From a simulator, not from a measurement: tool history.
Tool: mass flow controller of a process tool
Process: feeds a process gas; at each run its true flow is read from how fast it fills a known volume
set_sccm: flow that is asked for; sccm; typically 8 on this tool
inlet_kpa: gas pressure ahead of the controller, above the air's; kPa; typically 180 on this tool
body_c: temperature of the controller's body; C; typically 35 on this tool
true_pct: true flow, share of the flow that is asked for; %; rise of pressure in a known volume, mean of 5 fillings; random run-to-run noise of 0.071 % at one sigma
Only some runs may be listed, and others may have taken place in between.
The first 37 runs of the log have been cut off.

run    hour  set_sccm  inlet_kpa  body_c  hours of work since the controller was set to zero  hours of work since the controller was changed  true_pct
 38  2269.1         5        240      35                                                  88                                            1131      99.3
 39  2335.9         8        192      31                                                 109                                            1152      98.9
 40  2416.4         4        213      38                                                 134                                            1177     99.34
 41  2491.9         4        213      38                                                 157                                            1200     99.35
 42  2537.7         4        213      38                                                 171                                            1214     99.27
 43  2583.7         4        213      38                                                 186                                            1229     99.22
 44    2646         8        237      35                                                 205                                            1248     99.49
 45    2705         8        237      35                                                 223                                            1266     99.47
 46  2754.3         8        237      35                                                 239                                            1282     99.36
 47  2817.2        11        201      35                                                 258                                            1301     99.41
 48  2871.1        11        201      35                                                 275                                            1318     99.48
 49    2940         9        180      38                                                 296                                            1339     99.46

Below are 3 alternative next runs, each starting from the tool's condition after run 49. Predict each:
  A  3017.3         8        212      35                                                 320                                            1363         ?
  B  3017.3        17        142      35                                                 320                                            1363         ?
  C  3017.3         3        180      38                                                 320                                            1363         ?

run  true_pct
  A     99.27
  B     99.41
  C     98.66
With the hidden condition removed and each run's random variation left untouched, the same runs would have given:
run  true_pct
  A    100.12
  B    100.15
  C     99.85

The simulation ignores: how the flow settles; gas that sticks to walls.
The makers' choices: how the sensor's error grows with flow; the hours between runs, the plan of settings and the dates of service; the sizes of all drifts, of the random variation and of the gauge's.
